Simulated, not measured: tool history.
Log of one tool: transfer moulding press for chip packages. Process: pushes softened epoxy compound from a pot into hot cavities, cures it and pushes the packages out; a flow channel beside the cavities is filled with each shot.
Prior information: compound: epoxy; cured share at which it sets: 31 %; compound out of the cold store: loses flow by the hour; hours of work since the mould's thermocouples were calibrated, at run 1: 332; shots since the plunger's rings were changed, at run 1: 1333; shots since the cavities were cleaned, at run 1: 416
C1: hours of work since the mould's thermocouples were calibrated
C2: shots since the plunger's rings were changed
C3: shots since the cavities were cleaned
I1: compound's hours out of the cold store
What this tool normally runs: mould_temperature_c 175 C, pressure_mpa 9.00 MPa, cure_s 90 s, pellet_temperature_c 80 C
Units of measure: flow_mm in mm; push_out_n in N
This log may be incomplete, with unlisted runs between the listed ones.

{"run": 1, "hour": 0.0, "mould_temperature_c": 175, "pressure_mpa": 9.0, "cure_s": 90, "pellet_temperature_c": 80, "C1": 332, "C2": 1333, "C3": 416, "I1": 39.1, "flow_mm": 764, "push_out_n": 524}
{"run": 2, "hour": 10.0, "mould_temperature_c": 175, "pressure_mpa": 9.0, "cure_s": 90, "pellet_temperature_c": 80, "C1": 339, "C2": 1475, "C3": 558, "I1": 27.1, "flow_mm": 826, "push_out_n": 551}
{"hour": 24.2, "done": "cavities cleaned with cleaning compound and waxed"}
{"run": 3, "hour": 26.9, "mould_temperature_c": 175, "pressure_mpa": 9.0, "cure_s": 90, "pellet_temperature_c": 80, "C1": 349, "C2": 1695, "C3": 39, "I1": 29.1, "flow_mm": 823, "push_out_n": 522}
{"run": 4, "hour": 40.8, "mould_temperature_c": 175, "pressure_mpa": 9.0, "cure_s": 85, "pellet_temperature_c": 80, "C1": 359, "C2": 1893, "C3": 237, "I1": 38.8, "flow_mm": 777, "push_out_n": 579}
{"hour": 54.0, "done": "mould's thermocouples calibrated"}
{"run": 5, "hour": 57.3, "mould_temperature_c": 175, "pressure_mpa": 9.0, "cure_s": 85, "pellet_temperature_c": 80, "C1": 2, "C2": 2099, "C3": 443, "I1": 8.7, "flow_mm": 900, "push_out_n": 641}
{"run": 6, "hour": 76.8, "mould_temperature_c": 175, "pressure_mpa": 9.0, "cure_s": 90, "pellet_temperature_c": 80, "C1": 15, "C2": 2376, "C3": 720, "I1": 20.8, "flow_mm": 847, "push_out_n": 537}
{"hour": 80.1, "done": "cavities cleaned with cleaning compound and waxed"}
{"run": 7, "hour": 100.0, "mould_temperature_c": 175, "pressure_mpa": 9.0, "cure_s": 90, "pellet_temperature_c": 80, "C1": 30, "C2": 2686, "C3": 284, "I1": 44.4, "flow_mm": 759, "push_out_n": 506}
{"run": 8, "hour": 109.9, "mould_temperature_c": 175, "pressure_mpa": 9.0, "cure_s": 90, "pellet_temperature_c": 85, "C1": 37, "C2": 2827, "C3": 425, "I1": 26.1, "flow_mm": 827, "push_out_n": 539}
{"hour": 133.5, "done": "cavities cleaned with cleaning compound and waxed"}
{"run": 9, "hour": 133.5, "mould_temperature_c": 175, "pressure_mpa": 9.0, "cure_s": 90, "pellet_temperature_c": 85, "C1": 52, "C2": 3142, "C3": 1, "I1": 45.8, "flow_mm": 733, "push_out_n": 503}
{"hour": 145.9, "done": "plunger's sealing rings changed"}
{"run": 10, "hour": 154.6, "mould_temperature_c": 175, "pressure_mpa": 9.0, "cure_s": 90, "pellet_temperature_c": 80, "C1": 64, "C2": 124, "C3": 265, "I1": 28.2, "flow_mm": 814, "push_out_n": 539}
{"run": 11, "hour": 173.7, "mould_temperature_c": 175, "pressure_mpa": 9.0, "cure_s": 90, "pellet_temperature_c": 80, "C1": 77, "C2": 396, "C3": 537, "I1": 36.4, "flow_mm": 779, "push_out_n": 533}
{"hour": 190.4, "done": "cavities cleaned with cleaning compound and waxed"}
{"run": 12, "hour": 190.6, "mould_temperature_c": 175, "pressure_mpa": 9.0, "cure_s": 90, "pellet_temperature_c": 80, "C1": 87, "C2": 615, "C3": 3, "I1": 43.6, "flow_mm": 755, "push_out_n": 509}
{"run": 13, "hour": 202.9, "mould_temperature_c": 175, "pressure_mpa": 9.0, "cure_s": 90, "pellet_temperature_c": 80, "C1": 96, "C2": 790, "C3": 178, "I1": 24.5, "flow_mm": 834, "push_out_n": 527}
{"run": 14, "hour": 218.1, "mould_temperature_c": 175, "pressure_mpa": 9.0, "cure_s": 90, "pellet_temperature_c": 80, "C1": 106, "C2": 1007, "C3": 395, "I1": 39.5, "flow_mm": 764, "push_out_n": 522}
{"run": 15, "hour": 234.7, "mould_temperature_c": 175, "pressure_mpa": 9.0, "cure_s": 90, "pellet_temperature_c": 80, "C1": 117, "C2": 1243, "C3": 631, "I1": 26.2, "flow_mm": 837, "push_out_n": 527}
{"hour": 243.9, "done": "cavities cleaned with cleaning compound and waxed"}
{"run": 16, "hour": 254.8, "mould_temperature_c": 175, "pressure_mpa": 9.0, "cure_s": 90, "pellet_temperature_c": 80, "C1": 130, "C2": 1508, "C3": 156, "I1": 26.1, "flow_mm": 830, "push_out_n": 524}
{"run": 17, "hour": 271.0, "mould_temperature_c": 175, "pressure_mpa": 9.0, "cure_s": 90, "pellet_temperature_c": 75, "C1": 141, "C2": 1739, "C3": 387, "I1": 30.2, "flow_mm": 816, "push_out_n": 532}
{"run": 18, "hour": 286.1, "mould_temperature_c": 175, "pressure_mpa": 9.0, "cure_s": 90, "pellet_temperature_c": 75, "C1": 151, "C2": 1953, "C3": 601, "I1": 19.9, "flow_mm": 857, "push_out_n": 555}
{"hour": 297.8, "done": "cavities cleaned with cleaning compound and waxed"}
{"run": 19, "hour": 305.9, "mould_temperature_c": 175, "pressure_mpa": 10.63, "cure_s": 119, "pellet_temperature_c": 75, "C1": 163, "C2": 2214, "C3": 116, "I1": 27.6, "flow_mm": 883, "push_out_n": 393}
{"run": 20, "hour": 315.9, "mould_temperature_c": 175, "pressure_mpa": 10.63, "cure_s": 119, "pellet_temperature_c": 75, "C1": 170, "C2": 2356, "C3": 258, "I1": 43.5, "flow_mm": 820, "push_out_n": 418}
{"run": 21, "hour": 326.3, "mould_temperature_c": 175, "pressure_mpa": 9.0, "cure_s": 78, "pellet_temperature_c": 80, "C1": 177, "C2": 2504, "C3": 406, "I1": 16.8, "flow_mm": 876, "push_out_n": 768}
{"run": 22, "hour": 347.4, "mould_temperature_c": 175, "pressure_mpa": 9.0, "cure_s": 78, "pellet_temperature_c": 80, "C1": 191, "C2": 2804, "C3": 706, "I1": 47.8, "flow_mm": 733, "push_out_n": 642}
{"hour": 351.9, "done": "cavities cleaned with cleaning compound and waxed"}
{"run": 23, "hour": 367.6, "mould_temperature_c": 177, "pressure_mpa": 7.39, "cure_s": 82, "pellet_temperature_c": 85, "C1": 204, "C2": 3071, "C3": 223, "I1": 16.4, "flow_mm": 798, "push_out_n": 582}
{"hour": 385.3, "done": "plunger's sealing rings changed"}
{"run": 24, "hour": 388.7, "mould_temperature_c": 173, "pressure_mpa": 9.0, "cure_s": 103, "pellet_temperature_c": 80, "C1": 216, "C2": 49, "C3": 488, "I1": 15.4, "flow_mm": 901, "push_out_n": 489}
{"hour": 408.7, "done": "cavities cleaned with cleaning compound and waxed"}
{"run": 25, "hour": 408.7, "mould_temperature_c": 173, "pressure_mpa": 9.0, "cure_s": 90, "pellet_temperature_c": 80, "C1": 229, "C2": 312, "C3": 0, "I1": 8.5, "flow_mm": 920, "push_out_n": 655}
{"run": 26, "hour": 428.8, "mould_temperature_c": 180, "pressure_mpa": 9.0, "cure_s": 94, "pellet_temperature_c": 80, "C1": 242, "C2": 598, "C3": 286, "I1": 32.2, "flow_mm": 775, "push_out_n": 412}
{"run": 27, "hour": 444.9, "mould_temperature_c": 179, "pressure_mpa": 8.02, "cure_s": 90, "pellet_temperature_c": 80, "C1": 253, "C2": 827, "C3": 515, "I1": 17.0, "flow_mm": 808, "push_out_n": 446}
{"run": 28, "hour": 455.4, "mould_temperature_c": 179, "pressure_mpa": 8.02, "cure_s": 90, "pellet_temperature_c": 80, "C1": 260, "C2": 977, "C3": 665, "I1": 33.6, "flow_mm": 735, "push_out_n": 443}

Entry by entry between the runs, the difference in hidden state between the last listed run before and the first listed run after:
Runs 2 to 3: cavities cleaned with cleaning compound and waxed (hour 24.2)
  pressure that reaches the compound, % of what is set: 99.93 -> 99.92; grip of the stained cavities, % over clean ones': 1.1 -> 0.1
Runs 4 to 5: mould's thermocouples calibrated (hour 54.0)
  pressure that reaches the compound, % of what is set: 99.91 -> 99.9; grip of the stained cavities, % over clean ones': 0.6 -> 1
Runs 6 to 7: cavities cleaned with cleaning compound and waxed (hour 80.1)
  pressure that reaches the compound, % of what is set: 99.89 -> 99.88; grip of the stained cavities, % over clean ones': 1.3 -> 0.7
Runs 8 to 9: cavities cleaned with cleaning compound and waxed (hour 133.5)
  pressure that reaches the compound, % of what is set: 99.87 -> 99.86; grip of the stained cavities, % over clean ones': 0.9 -> 0
Runs 9 to 10: plunger's sealing rings changed (hour 145.9)
  pressure that reaches the compound, % of what is set: 99.86 -> 99.99; grip of the stained cavities, % over clean ones': 0 -> 0.7
Runs 11 to 12: cavities cleaned with cleaning compound and waxed (hour 190.4)
  grip of the stained cavities, % over clean ones': 1.1 -> 0.1
Runs 15 to 16: cavities cleaned with cleaning compound and waxed (hour 243.9)
  pressure that reaches the compound, % of what is set: 99.94 -> 99.92; grip of the stained cavities, % over clean ones': 1.2 -> 0.4
Runs 18 to 19: cavities cleaned with cleaning compound and waxed (hour 297.8)
  pressure that reaches the compound, % of what is set: 99.9 -> 99.89; grip of the stained cavities, % over clean ones': 1.1 -> 0.3
Runs 22 to 23: cavities cleaned with cleaning compound and waxed (hour 351.9)
  pressure that reaches the compound, % of what is set: 99.87 -> 99.85; grip of the stained cavities, % over clean ones': 1.2 -> 0.6
Runs 23 to 24: plunger's sealing rings changed (hour 385.3)
  true mould temperature over the reading, C: 0 -> -0.01; pressure that reaches the compound, % of what is set: 99.85 -> 100; grip of the stained cavities, % over clean ones': 0.6 -> 1
Runs 24 to 25: cavities cleaned with cleaning compound and waxed (hour 408.7)
  pressure that reaches the compound, % of what is set: 100 -> 99.99; grip of the stained cavities, % over clean ones': 1 -> 0.1

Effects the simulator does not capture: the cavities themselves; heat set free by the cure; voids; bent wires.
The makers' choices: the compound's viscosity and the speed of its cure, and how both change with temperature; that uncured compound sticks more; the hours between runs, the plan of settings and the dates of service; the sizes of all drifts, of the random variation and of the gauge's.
